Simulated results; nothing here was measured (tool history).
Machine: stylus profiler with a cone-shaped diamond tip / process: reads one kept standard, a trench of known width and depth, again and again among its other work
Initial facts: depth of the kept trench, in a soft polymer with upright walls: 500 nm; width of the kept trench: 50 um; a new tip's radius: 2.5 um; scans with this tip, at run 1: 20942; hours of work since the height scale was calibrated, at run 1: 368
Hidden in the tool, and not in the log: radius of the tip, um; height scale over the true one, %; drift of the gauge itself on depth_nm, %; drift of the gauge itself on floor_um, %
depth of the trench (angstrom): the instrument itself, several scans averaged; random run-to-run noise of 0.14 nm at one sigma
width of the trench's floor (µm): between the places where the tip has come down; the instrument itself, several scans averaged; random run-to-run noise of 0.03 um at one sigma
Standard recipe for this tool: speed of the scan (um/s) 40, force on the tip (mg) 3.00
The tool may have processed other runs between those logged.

run	day	speed of the scan (um/s)	force on the tip (mg)	scans with this tip	hours of work since the height scale was calibrated	depth of the trench (angstrom)	width of the trench's floor (µm)
1	0.000	40	3.00	20942	368	5030.5	45.15
2	5.046	40	3.00	22110	455	5025.9	45.07
3	7.867	40	3.00	22764	504	5027.8	44.98
# day 10.454: new tip fitted, height scale calibrated
4	13.246	40	3.00	647	48	5036.7	46.75
5	18.058	62	3.00	1761	131	5034.9	46.62
6	20.617	40	3.00	2354	175	5034.4	46.60
7	24.000	40	5.09	3137	233	5049.2	46.63
8	26.567	40	5.09	3732	278	5047.6	46.55
9	29.075	40	5.09	4313	321	5048.0	46.51
10	34.375	40	2.85	5539	412	5028.8	46.32
11	38.279	40	1.07	6444	479	5008.3	46.18
12	42.250	40	3.00	7363	548	5024.9	46.16
13	45.733	40	5.52	8170	608	5045.3	46.17
14	49.129	40	5.52	8956	666	5044.1	46.14
15	51.992	40	3.00	9619	716	5023.7	46.01
16	57.329	40	3.00	10855	808	5023.7	45.90
17	60.304	40	3.00	11544	859	5021.3	45.91
18	65.421	51	3.00	12729	947	5017.2	45.72
19	68.371	62	1.78	13412	998	5008.4	45.57
20	73.558	18	3.09	14614	1087	5020.6	45.73
# day 74.067: height scale calibrated on a step standard
21	76.292	11	2.37	15241	38	5027.9	45.68
22	80.962	27	6.70	16323	119	5058.1	45.58
23	84.262	14	7.71	17087	176	5062.7	45.64
24	88.592	23	1.00	18089	250	5009.5	45.39
25	91.496	23	1.00	18762	300	5008.7	45.30
26	96.133	11	1.70	19836	380	5012.4	45.36
27	98.754	11	1.70	20443	425	5013.9	45.33
28	102.058	32	1.86	21209	482	5016.1	45.20
29	107.067	25	8.20	22368	569	5059.2	45.15
30	110.467	45	3.99	23156	627	5028.0	45.06
# day 111.267: new tip fitted, height scale calibrated
31	114.279	45	8.08	698	52	5070.2	46.73
32	118.129	14	2.61	1589	118	5031.2	46.75
33	122.654	14	2.61	2637	196	5028.9	46.61
34	127.583	13	3.38	3779	281	5036.0	46.51
35	130.675	83	2.92	4494	334	5031.8	46.21
36	134.854	83	1.83	5462	406	5020.9	46.03

Consider 3 possible next runs. They are alternatives, not a sequence: every one starts from the tool as it was left by run 36. What does each give?
A	138.112	40	2.98	6216	463	?	?
B	138.112	14	3.14	6216	463	?	?
C	138.112	21	1.83	6216	463	?	?

run	depth of the trench (angstrom)	width of the trench's floor (µm)
A	5028.0	46.20
B	5030.2	46.33
C	5021.8	46.28
Without the tool's unlogged condition, the same runs would have read:
run	depth of the trench (angstrom)	width of the trench's floor (µm)
A	5035.6	46.81
B	5037.9	46.94
C	5029.5	46.89

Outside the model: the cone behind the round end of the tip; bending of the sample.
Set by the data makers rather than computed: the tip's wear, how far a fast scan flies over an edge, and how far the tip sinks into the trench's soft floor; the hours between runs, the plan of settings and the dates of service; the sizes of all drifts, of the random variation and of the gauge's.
